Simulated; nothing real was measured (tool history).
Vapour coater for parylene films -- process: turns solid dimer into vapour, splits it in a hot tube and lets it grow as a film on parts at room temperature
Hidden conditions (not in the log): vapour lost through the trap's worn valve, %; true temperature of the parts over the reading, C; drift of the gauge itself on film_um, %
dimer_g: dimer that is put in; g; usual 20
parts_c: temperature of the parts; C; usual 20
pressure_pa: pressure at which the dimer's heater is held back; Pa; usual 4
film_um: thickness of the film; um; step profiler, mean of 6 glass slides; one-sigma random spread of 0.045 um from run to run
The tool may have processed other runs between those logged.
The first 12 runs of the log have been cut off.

run	hour	dimer_g	parts_c	pressure_pa	hours of work since the trap's valve was overhauled	hours of work since the table's thermometer was calibrated	film_um
13	272.2	20	20	11.39	170	642	4.09
14	298.6	20	20	11.39	193	665	4.08
15	322.5	20	20	4	214	686	5
16	352.5	20	20	4	240	713	4.96
17	377.3	20	20	4	262	735	5.01
18	393.1	10	20	4	276	748	2.48
19	414.4	10	20	4	295	767	2.48
20	443	32	20	10.78	320	792	6.56
21	459.5	32	20	10.78	334	807	6.55
22	480	10	32	7.67	352	825	1.55
23	509	10	32	7.67	378	850	1.54
24	523	10	32	7.67	390	863	1.58
25	537.3	20	15	2.64	403	875	6.34
26	566	20	15	2.64	428	900	6.33
27	579.7	20	15	2.64	440	913	6.28
28	609.8	23	16	3.33	467	939	6.68
29	627.4	13	16	2.57	482	954	4.02
30	656.4	10	22	5.27	508	980	2.2
31	671.2	36	23	10.16	521	993	6.9
32	684.3	36	23	10.16	532	1004	6.8
33	697.8	31	20	5.09	544	1016	7.42
34	727.8	31	14	2.52	570	1043	10.21
35	751.7	31	14	2.52	591	1064	10.09
36	776.1	16	22	3.62	613	1085	3.83
37	804.5	19	16	7.95	638	1110	4.63

Each row is a separate what-if for the run after 37, all from the same tool condition, not one after another. Results?
# hour 820.5: trap's valve overhauled
A	837.9	19	16	7.95	15	1136	?
# hour 820.5: trap's valve overhauled
B	837.9	18	19	4	15	1136	?
# hour 820.5: trap's valve overhauled
C	837.9	13	20	3.46	15	1136	?
# hour 820.5: trap's valve overhauled
D	837.9	20	20	2.3	15	1136	?
# hour 820.5: trap's valve overhauled
E	837.9	20	18	4	15	1136	?

run	film_um
A	4.72
B	4.68
C	3.31
D	5.67
E	5.38
Without the tool's hidden state the same runs would have given:
run	film_um
A	4.72
B	4.67
C	3.31
D	5.66
E	5.37
